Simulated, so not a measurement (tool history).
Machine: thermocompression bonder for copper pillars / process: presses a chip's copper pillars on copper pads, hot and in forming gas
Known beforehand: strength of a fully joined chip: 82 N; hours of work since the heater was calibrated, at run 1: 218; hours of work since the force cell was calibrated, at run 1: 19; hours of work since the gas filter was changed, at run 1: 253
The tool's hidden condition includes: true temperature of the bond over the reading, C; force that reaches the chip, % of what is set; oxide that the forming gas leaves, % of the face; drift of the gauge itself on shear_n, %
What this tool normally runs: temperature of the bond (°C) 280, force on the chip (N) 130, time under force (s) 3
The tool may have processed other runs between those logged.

run,hour,temperature of the bond (°C),force on the chip (N),time under force (s),hours of work since the heater was calibrated,hours of work since the force cell was calibrated,hours of work since the gas filter was changed,force that shears a chip off (N)
1,0.0,280,130,3,218,19,253,40.9
2,34.7,280,178,3,243,44,278,52.3
3,61.5,280,166,3,263,63,298,49.7
4,89.0,280,166,3,283,83,318,49.7
5,109.2,280,130,3,297,98,332,40.6
6,134.6,296,130,3,316,116,351,48.4
7,169.0,296,130,3,341,141,376,48.3
8,190.9,296,130,3,357,157,392,48.3
9,226.2,296,130,3,383,183,417,48.6
10,258.9,280,130,6,406,207,441,50.5
# hour 286.5: forming gas filter changed
11,288.9,280,130,6,428,228,2,52.5
12,317.8,280,130,3,449,249,23,42.6
13,338.6,280,143,3,464,264,38,45.9
14,353.7,280,130,3,475,275,49,42.5
15,376.5,280,98,3,491,292,65,32.8
16,401.8,280,91,3,510,310,84,30.4
17,420.7,280,130,3,524,324,98,42.0
18,440.7,280,130,3,538,339,112,42.8
19,469.1,280,118,3,559,359,133,38.8
20,499.5,280,141,3,581,381,155,45.4
21,522.2,280,130,9,597,398,171,58.2
22,545.6,278,154,4,614,415,188,51.8
23,567.9,278,159,2,631,431,205,42.8
24,584.3,298,130,3,643,443,217,51.0
25,610.9,298,130,3,662,462,236,50.6
26,633.1,298,130,3,678,479,252,50.5
27,659.4,256,136,6,697,498,271,41.6
28,682.5,287,79,2,714,514,288,24.6
29,708.7,284,106,3,733,534,307,36.9
30,743.5,271,173,3,758,559,332,48.3
31,765.8,263,173,2,775,575,349,38.6
32,792.5,280,106,3,794,594,368,35.4

Predict the results of run 33:
33,811.6,280,106,3,808,608,382,?

Run 33 came out at force that shears a chip off (N) 35.2.
On a tool with no hidden condition, and with the same random variation, this run would have come out at force that shears a chip off (N) 33.9.

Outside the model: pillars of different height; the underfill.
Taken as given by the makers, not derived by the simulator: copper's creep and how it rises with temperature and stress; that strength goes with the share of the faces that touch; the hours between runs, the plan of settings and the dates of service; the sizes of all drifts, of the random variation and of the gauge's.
